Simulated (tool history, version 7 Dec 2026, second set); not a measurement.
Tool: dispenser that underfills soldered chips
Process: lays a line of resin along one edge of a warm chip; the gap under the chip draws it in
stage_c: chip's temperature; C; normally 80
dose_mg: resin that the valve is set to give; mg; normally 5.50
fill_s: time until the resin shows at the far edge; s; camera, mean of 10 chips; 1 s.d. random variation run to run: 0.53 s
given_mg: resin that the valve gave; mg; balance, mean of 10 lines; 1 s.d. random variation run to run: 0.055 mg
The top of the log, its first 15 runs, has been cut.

-- hour=144.2 new syringe of resin
run 16 hour=146.3 | stage_c=80 dose_mg=4.92 | fill_s=51.0 given_mg=4.55
-- hour=155.9 new syringe of resin
run 17 hour=155.9 | stage_c=80 dose_mg=4.92 | fill_s=43.5 given_mg=4.54
-- hour=167.5 new syringe of resin
run 18 hour=169.0 | stage_c=80 dose_mg=7.14 | fill_s=45.7 given_mg=6.51
-- hour=179.4 new syringe of resin
run 19 hour=179.6 | stage_c=70 dose_mg=5.01 | fill_s=60.5 given_mg=4.49
run 20 hour=186.4 | stage_c=70 dose_mg=5.01 | fill_s=93.6 given_mg=4.56
-- hour=191.2 new syringe of resin
run 21 hour=196.2 | stage_c=70 dose_mg=5.01 | fill_s=83.4 given_mg=4.51
-- hour=203.1 new syringe of resin
run 22 hour=207.9 | stage_c=70 dose_mg=5.01 | fill_s=79.6 given_mg=4.46
run 23 hour=213.7 | stage_c=93 dose_mg=5.59 | fill_s=60.6 given_mg=4.97
-- hour=215.1 new syringe of resin
run 24 hour=221.7 | stage_c=93 dose_mg=5.59 | fill_s=46.0 given_mg=5.00
-- hour=227.2 new syringe of resin
-- hour=229.4 dispensing valve cleaned and set on the balance
run 25 hour=234.8 | stage_c=93 dose_mg=5.59 | fill_s=44.6 given_mg=5.62
-- hour=239.7 new syringe of resin
run 26 hour=241.8 | stage_c=88 dose_mg=5.59 | fill_s=37.7 given_mg=5.59
run 27 hour=247.7 | stage_c=84 dose_mg=4.78 | fill_s=65.1 given_mg=4.65
-- hour=251.5 new syringe of resin
run 28 hour=257.0 | stage_c=82 dose_mg=5.03 | fill_s=56.8 given_mg=4.86
-- hour=262.9 new syringe of resin
run 29 hour=267.7 | stage_c=82 dose_mg=5.03 | fill_s=53.5 given_mg=4.87
-- hour=274.8 new syringe of resin
run 30 hour=275.9 | stage_c=70 dose_mg=6.60 | fill_s=58.4 given_mg=6.31
-- hour=286.4 new syringe of resin
run 31 hour=286.6 | stage_c=70 dose_mg=6.60 | fill_s=55.8 given_mg=6.38
run 32 hour=293.8 | stage_c=70 dose_mg=6.60 | fill_s=87.8 given_mg=6.34
-- hour=297.7 new syringe of resin
run 33 hour=300.3 | stage_c=70 dose_mg=6.60 | fill_s=65.3 given_mg=6.46
-- hour=309.9 new syringe of resin
run 34 hour=311.7 | stage_c=74 dose_mg=5.93 | fill_s=54.4 given_mg=5.62
run 35 hour=317.3 | stage_c=74 dose_mg=5.93 | fill_s=78.0 given_mg=5.67
-- hour=321.2 new syringe of resin
run 36 hour=326.6 | stage_c=74 dose_mg=5.87 | fill_s=68.7 given_mg=5.46

Each row is a separate what-if for the run after 36, all from the same tool condition, not one after another. Results?
-- hour=332.5 new syringe of resin
run A hour=333.9 | stage_c=93 dose_mg=5.50 | fill_s=? given_mg=?
-- hour=332.5 new syringe of resin
run B hour=333.9 | stage_c=68 dose_mg=5.53 | fill_s=? given_mg=?
-- hour=332.5 new syringe of resin
run C hour=333.9 | stage_c=77 dose_mg=4.77 | fill_s=? given_mg=?

run=A fill_s=31.9 given_mg=5.01
run=B fill_s=65.1 given_mg=5.15
run=C fill_s=53.1 given_mg=4.43
The same runs, with their run-to-run variation unchanged, on a tool lacking any hidden condition would have given:
run=A fill_s=29.9 given_mg=5.43
run=B fill_s=61.8 given_mg=5.57
run=C fill_s=49.6 given_mg=4.79
